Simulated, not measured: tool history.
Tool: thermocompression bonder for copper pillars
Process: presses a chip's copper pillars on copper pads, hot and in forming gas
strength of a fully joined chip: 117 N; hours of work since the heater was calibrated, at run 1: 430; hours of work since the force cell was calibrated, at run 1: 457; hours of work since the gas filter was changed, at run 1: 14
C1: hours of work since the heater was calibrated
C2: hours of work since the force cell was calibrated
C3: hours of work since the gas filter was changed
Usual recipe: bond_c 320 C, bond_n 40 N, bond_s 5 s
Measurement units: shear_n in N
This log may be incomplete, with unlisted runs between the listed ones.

{"run": 1, "day": 0.0, "bond_c": 320, "bond_n": 40, "bond_s": 5, "C1": 430, "C2": 457, "C3": 14, "shear_n": 72.3}
{"run": 2, "day": 2.092, "bond_c": 320, "bond_n": 43, "bond_s": 5, "C1": 466, "C2": 492, "C3": 49, "shear_n": 76.1}
{"run": 3, "day": 5.083, "bond_c": 320, "bond_n": 43, "bond_s": 5, "C1": 516, "C2": 543, "C3": 99, "shear_n": 70.5}
{"day": 5.612, "done": "forming gas filter changed"}
{"run": 4, "day": 8.092, "bond_c": 320, "bond_n": 43, "bond_s": 5, "C1": 566, "C2": 593, "C3": 42, "shear_n": 74.0}
{"run": 5, "day": 11.125, "bond_c": 320, "bond_n": 43, "bond_s": 5, "C1": 617, "C2": 644, "C3": 93, "shear_n": 71.0}
{"day": 12.033, "done": "forming gas filter changed"}
{"run": 6, "day": 12.421, "bond_c": 320, "bond_n": 29, "bond_s": 5, "C1": 639, "C2": 665, "C3": 7, "shear_n": 58.8}
{"run": 7, "day": 14.429, "bond_c": 320, "bond_n": 29, "bond_s": 5, "C1": 672, "C2": 699, "C3": 40, "shear_n": 55.7}
{"run": 8, "day": 15.725, "bond_c": 320, "bond_n": 29, "bond_s": 5, "C1": 694, "C2": 721, "C3": 62, "shear_n": 55.6}
{"run": 9, "day": 17.217, "bond_c": 328, "bond_n": 29, "bond_s": 5, "C1": 719, "C2": 746, "C3": 87, "shear_n": 58.0}
{"day": 18.408, "done": "forming gas filter changed"}
{"run": 10, "day": 19.333, "bond_c": 320, "bond_n": 40, "bond_s": 5, "C1": 755, "C2": 781, "C3": 16, "shear_n": 72.6}
{"run": 11, "day": 21.808, "bond_c": 320, "bond_n": 40, "bond_s": 5, "C1": 796, "C2": 823, "C3": 57, "shear_n": 68.7}
{"run": 12, "day": 23.312, "bond_c": 337, "bond_n": 28, "bond_s": 5, "C1": 822, "C2": 848, "C3": 83, "shear_n": 61.6}
{"day": 23.683, "done": "heater calibrated with a thermocouple chip"}
{"day": 24.867, "done": "forming gas filter changed"}
{"run": 13, "day": 24.925, "bond_c": 321, "bond_n": 43, "bond_s": 3, "C1": 21, "C2": 874, "C3": 1, "shear_n": 65.0}
{"run": 14, "day": 27.758, "bond_c": 320, "bond_n": 57, "bond_s": 7, "C1": 68, "C2": 921, "C3": 49, "shear_n": 90.7}
{"run": 15, "day": 30.312, "bond_c": 320, "bond_n": 43, "bond_s": 10, "C1": 111, "C2": 964, "C3": 92, "shear_n": 81.8}
{"day": 30.588, "done": "heater calibrated with a thermocouple chip, once more"}
{"day": 31.35, "done": "forming gas filter changed"}
{"run": 16, "day": 32.546, "bond_c": 330, "bond_n": 35, "bond_s": 5, "C1": 33, "C2": 1000, "C3": 20, "shear_n": 74.6}
{"run": 17, "day": 35.408, "bond_c": 330, "bond_n": 35, "bond_s": 5, "C1": 81, "C2": 1048, "C3": 68, "shear_n": 71.8}
{"day": 37.729, "done": "forming gas filter changed"}
{"run": 18, "day": 37.908, "bond_c": 346, "bond_n": 35, "bond_s": 7, "C1": 122, "C2": 1090, "C3": 3, "shear_n": 91.2}
{"run": 19, "day": 40.938, "bond_c": 346, "bond_n": 35, "bond_s": 5, "C1": 173, "C2": 1141, "C3": 54, "shear_n": 80.0}

3 options for the next run, each taken on its own from the tool as it stands now. Forecast them:
{"run": "A", "day": 42.383, "bond_c": 346, "bond_n": 35, "bond_s": 11, "C1": 198, "C2": 1165, "C3": 78, "shear_n": "?"}
{"run": "B", "day": 42.383, "bond_c": 310, "bond_n": 40, "bond_s": 3, "C1": 198, "C2": 1165, "C3": 78, "shear_n": "?"}
{"run": "C", "day": 42.383, "bond_c": 317, "bond_n": 30, "bond_s": 7, "C1": 198, "C2": 1165, "C3": 78, "shear_n": "?"}

run=A shear_n=95.6
run=B shear_n=55.5
run=C shear_n=64.4
With no hidden state in the tool, these same runs would have given:
run=A shear_n=100.7
run=B shear_n=58.2
run=C shear_n=67.5
